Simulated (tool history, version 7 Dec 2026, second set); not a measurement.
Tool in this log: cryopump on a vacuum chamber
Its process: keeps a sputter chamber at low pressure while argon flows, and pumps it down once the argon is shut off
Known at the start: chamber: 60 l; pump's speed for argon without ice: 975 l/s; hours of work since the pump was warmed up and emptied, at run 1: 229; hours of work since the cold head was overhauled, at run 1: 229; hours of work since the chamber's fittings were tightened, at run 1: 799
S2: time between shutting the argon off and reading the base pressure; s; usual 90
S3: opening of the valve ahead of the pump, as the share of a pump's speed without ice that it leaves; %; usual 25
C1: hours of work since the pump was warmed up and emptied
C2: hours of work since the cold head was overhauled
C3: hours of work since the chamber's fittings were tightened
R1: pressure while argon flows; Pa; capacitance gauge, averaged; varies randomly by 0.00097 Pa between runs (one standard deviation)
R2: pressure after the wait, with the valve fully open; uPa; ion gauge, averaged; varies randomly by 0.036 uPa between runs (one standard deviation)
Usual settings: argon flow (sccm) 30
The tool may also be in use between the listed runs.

{"run": 1, "hour": 0.0, "argon flow (sccm)": 30, "S2": 90, "S3": 25, "C1": 229, "C2": 229, "C3": 799, "R1": 0.2114, "R2": 2.22}
{"run": 2, "hour": 19.5, "argon flow (sccm)": 30, "S2": 90, "S3": 25, "C1": 238, "C2": 238, "C3": 809, "R1": 0.2117, "R2": 2.11}
{"run": 3, "hour": 41.0, "argon flow (sccm)": 30, "S2": 90, "S3": 25, "C1": 249, "C2": 249, "C3": 819, "R1": 0.2119, "R2": 2.2}
{"run": 4, "hour": 66.9, "argon flow (sccm)": 30, "S2": 90, "S3": 25, "C1": 261, "C2": 261, "C3": 831, "R1": 0.2123, "R2": 2.1}
{"run": 5, "hour": 78.6, "argon flow (sccm)": 30, "S2": 90, "S3": 25, "C1": 267, "C2": 267, "C3": 837, "R1": 0.2117, "R2": 2.24}
{"run": 6, "hour": 99.7, "argon flow (sccm)": 30, "S2": 113, "S3": 25, "C1": 277, "C2": 277, "C3": 847, "R1": 0.2109, "R2": 1.91}
{"run": 7, "hour": 122.4, "argon flow (sccm)": 30, "S2": 90, "S3": 25, "C1": 288, "C2": 288, "C3": 858, "R1": 0.2125, "R2": 2.15}
{"run": 8, "hour": 138.1, "argon flow (sccm)": 30, "S2": 90, "S3": 25, "C1": 295, "C2": 295, "C3": 866, "R1": 0.2114, "R2": 2.17}
{"run": 9, "hour": 159.3, "argon flow (sccm)": 30, "S2": 90, "S3": 37, "C1": 306, "C2": 306, "C3": 876, "R1": 0.1439, "R2": 2.17}
{"run": 10, "hour": 186.3, "argon flow (sccm)": 30, "S2": 90, "S3": 37, "C1": 319, "C2": 319, "C3": 889, "R1": 0.1454, "R2": 2.22}
{"run": 11, "hour": 205.5, "argon flow (sccm)": 30, "S2": 90, "S3": 37, "C1": 328, "C2": 328, "C3": 898, "R1": 0.1443, "R2": 2.21}
{"run": 12, "hour": 228.2, "argon flow (sccm)": 19, "S2": 90, "S3": 25, "C1": 339, "C2": 339, "C3": 909, "R1": 0.1336, "R2": 2.27}
{"run": 13, "hour": 241.8, "argon flow (sccm)": 19, "S2": 90, "S3": 25, "C1": 345, "C2": 345, "C3": 916, "R1": 0.1331, "R2": 2.15}
{"run": 14, "hour": 260.0, "argon flow (sccm)": 19, "S2": 90, "S3": 25, "C1": 354, "C2": 354, "C3": 924, "R1": 0.1336, "R2": 2.25}
{"run": 15, "hour": 272.5, "argon flow (sccm)": 13, "S2": 281, "S3": 56, "C1": 360, "C2": 360, "C3": 930, "R1": 0.0426, "R2": 1.04}
{"run": 16, "hour": 299.7, "argon flow (sccm)": 17, "S2": 281, "S3": 16, "C1": 373, "C2": 373, "C3": 944, "R1": 0.1878, "R2": 1.11}
{"run": 17, "hour": 318.3, "argon flow (sccm)": 17, "S2": 281, "S3": 24, "C1": 382, "C2": 382, "C3": 953, "R1": 0.1268, "R2": 1.09}
{"run": 18, "hour": 332.7, "argon flow (sccm)": 17, "S2": 281, "S3": 24, "C1": 389, "C2": 389, "C3": 959, "R1": 0.1254, "R2": 1.08}
{"run": 19, "hour": 346.0, "argon flow (sccm)": 35, "S2": 24, "S3": 35, "C1": 395, "C2": 395, "C3": 966, "R1": 0.1806, "R2": 7.01}
{"run": 20, "hour": 374.0, "argon flow (sccm)": 21, "S2": 24, "S3": 59, "C1": 409, "C2": 409, "C3": 979, "R1": 0.066, "R2": 6.83}
{"run": 21, "hour": 396.6, "argon flow (sccm)": 48, "S2": 48, "S3": 24, "C1": 420, "C2": 420, "C3": 990, "R1": 0.3559, "R2": 3.7}
{"run": 22, "hour": 414.5, "argon flow (sccm)": 48, "S2": 48, "S3": 24, "C1": 428, "C2": 428, "C3": 999, "R1": 0.3548, "R2": 3.81}
{"run": 23, "hour": 432.8, "argon flow (sccm)": 47, "S2": 109, "S3": 43, "C1": 437, "C2": 437, "C3": 1008, "R1": 0.1983, "R2": 1.96}
{"run": 24, "hour": 456.7, "argon flow (sccm)": 47, "S2": 109, "S3": 16, "C1": 449, "C2": 449, "C3": 1019, "R1": 0.5157, "R2": 1.94}
{"run": 25, "hour": 475.1, "argon flow (sccm)": 47, "S2": 109, "S3": 16, "C1": 458, "C2": 458, "C3": 1028, "R1": 0.5214, "R2": 1.94}
{"run": 26, "hour": 497.4, "argon flow (sccm)": 17, "S2": 23, "S3": 23, "C1": 468, "C2": 468, "C3": 1039, "R1": 0.1315, "R2": 7.18}

Each run again, without the hidden state but with its own random variation kept:
Unlogged tool condition in this case: pump's speed, % of a pump's without ice; cold plate's temperature, K; leak into the chamber, uPa l/s; drift of the gauge itself on working_pa, %; drift of the gauge itself on base_upa, %.
run=1 R1=0.2083 R2=2.02
run=2 R1=0.2085 R2=1.92
run=3 R1=0.2085 R2=1.99
run=4 R1=0.2087 R2=1.90
run=5 R1=0.2080 R2=2.03
run=6 R1=0.2071 R2=1.70
run=7 R1=0.2086 R2=1.94
run=8 R1=0.2074 R2=1.95
run=9 R1=0.1398 R2=1.95
run=10 R1=0.1410 R2=1.99
run=11 R1=0.1398 R2=1.99
run=12 R1=0.1307 R2=2.03
run=13 R1=0.1301 R2=1.92
run=14 R1=0.1306 R2=2.01
run=15 R1=0.0405 R2=0.81
run=16 R1=0.1849 R2=0.87
run=17 R1=0.1237 R2=0.84
run=18 R1=0.1223 R2=0.84
run=19 R1=0.1742 R2=6.76
run=20 R1=0.0619 R2=6.58
run=21 R1=0.3465 R2=3.45
run=22 R1=0.3452 R2=3.55
run=23 R1=0.1887 R2=1.70
run=24 R1=0.5059 R2=1.68
run=25 R1=0.5112 R2=1.68
run=26 R1=0.1278 R2=6.91

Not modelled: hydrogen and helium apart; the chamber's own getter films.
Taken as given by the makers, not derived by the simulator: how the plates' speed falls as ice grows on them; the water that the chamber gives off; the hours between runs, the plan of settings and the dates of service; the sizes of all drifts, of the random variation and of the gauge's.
